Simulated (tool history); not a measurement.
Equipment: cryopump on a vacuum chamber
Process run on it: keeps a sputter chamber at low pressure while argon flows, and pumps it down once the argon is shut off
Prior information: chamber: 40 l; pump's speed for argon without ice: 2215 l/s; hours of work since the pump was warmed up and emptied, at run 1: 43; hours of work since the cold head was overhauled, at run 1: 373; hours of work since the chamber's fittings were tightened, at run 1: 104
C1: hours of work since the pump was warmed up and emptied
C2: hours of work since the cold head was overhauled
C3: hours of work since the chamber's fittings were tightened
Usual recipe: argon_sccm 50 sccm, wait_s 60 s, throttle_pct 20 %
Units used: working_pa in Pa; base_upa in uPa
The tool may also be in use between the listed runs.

{"run": 1, "day": 0.0, "argon_sccm": 50, "wait_s": 60, "throttle_pct": 20, "C1": 43, "C2": 373, "C3": 104, "working_pa": 0.1928, "base_upa": 1.08}
{"run": 2, "day": 0.433, "argon_sccm": 50, "wait_s": 60, "throttle_pct": 45, "C1": 51, "C2": 380, "C3": 111, "working_pa": 0.0871, "base_upa": 1.07}
{"run": 3, "day": 0.829, "argon_sccm": 50, "wait_s": 60, "throttle_pct": 45, "C1": 57, "C2": 387, "C3": 118, "working_pa": 0.0879, "base_upa": 1.06}
{"run": 4, "day": 1.396, "argon_sccm": 50, "wait_s": 60, "throttle_pct": 45, "C1": 67, "C2": 397, "C3": 128, "working_pa": 0.0884, "base_upa": 1.11}
{"run": 5, "day": 2.079, "argon_sccm": 27, "wait_s": 60, "throttle_pct": 20, "C1": 78, "C2": 408, "C3": 139, "working_pa": 0.1045, "base_upa": 1.11}
{"run": 6, "day": 2.642, "argon_sccm": 27, "wait_s": 60, "throttle_pct": 20, "C1": 88, "C2": 418, "C3": 149, "working_pa": 0.1055, "base_upa": 1.1}
{"run": 7, "day": 3.288, "argon_sccm": 27, "wait_s": 60, "throttle_pct": 20, "C1": 99, "C2": 429, "C3": 159, "working_pa": 0.105, "base_upa": 1.07}
{"run": 8, "day": 3.875, "argon_sccm": 27, "wait_s": 60, "throttle_pct": 20, "C1": 109, "C2": 439, "C3": 169, "working_pa": 0.1052, "base_upa": 1.11}
{"run": 9, "day": 4.221, "argon_sccm": 27, "wait_s": 60, "throttle_pct": 20, "C1": 115, "C2": 444, "C3": 175, "working_pa": 0.106, "base_upa": 1.11}
{"run": 10, "day": 4.608, "argon_sccm": 27, "wait_s": 60, "throttle_pct": 26, "C1": 121, "C2": 451, "C3": 182, "working_pa": 0.083, "base_upa": 1.11}
{"run": 11, "day": 5.296, "argon_sccm": 27, "wait_s": 60, "throttle_pct": 26, "C1": 133, "C2": 463, "C3": 193, "working_pa": 0.0825, "base_upa": 1.14}
{"run": 12, "day": 5.812, "argon_sccm": 27, "wait_s": 60, "throttle_pct": 30, "C1": 141, "C2": 471, "C3": 202, "working_pa": 0.0722, "base_upa": 1.09}
{"run": 13, "day": 6.483, "argon_sccm": 27, "wait_s": 60, "throttle_pct": 30, "C1": 153, "C2": 483, "C3": 213, "working_pa": 0.0722, "base_upa": 1.14}
{"run": 14, "day": 7.067, "argon_sccm": 36, "wait_s": 181, "throttle_pct": 40, "C1": 163, "C2": 492, "C3": 223, "working_pa": 0.0732, "base_upa": 0.57}
{"run": 15, "day": 7.654, "argon_sccm": 36, "wait_s": 181, "throttle_pct": 40, "C1": 173, "C2": 502, "C3": 233, "working_pa": 0.0725, "base_upa": 0.54}
{"run": 16, "day": 8.388, "argon_sccm": 89, "wait_s": 181, "throttle_pct": 40, "C1": 185, "C2": 515, "C3": 246, "working_pa": 0.1838, "base_upa": 0.55}
{"run": 17, "day": 8.979, "argon_sccm": 50, "wait_s": 27, "throttle_pct": 20, "C1": 195, "C2": 525, "C3": 256, "working_pa": 0.2012, "base_upa": 2.25}
{"run": 18, "day": 9.371, "argon_sccm": 50, "wait_s": 100, "throttle_pct": 20, "C1": 202, "C2": 531, "C3": 262, "working_pa": 0.1973, "base_upa": 0.83}
{"run": 19, "day": 9.967, "argon_sccm": 88, "wait_s": 95, "throttle_pct": 20, "C1": 212, "C2": 541, "C3": 272, "working_pa": 0.3504, "base_upa": 0.82}

Predict the results of run 20:
{"run": 20, "day": 10.379, "argon_sccm": 50, "wait_s": 22, "throttle_pct": 44, "C1": 219, "C2": 548, "C3": 279, "working_pa": "?", "base_upa": "?"}

working_pa: 0.0965 Pa
base_upa: 2.68 uPa
With the hidden condition absent and the run-to-run variation left alone, this run would have shown working_pa 0.0875 Pa, base_upa 2.52 uPa.
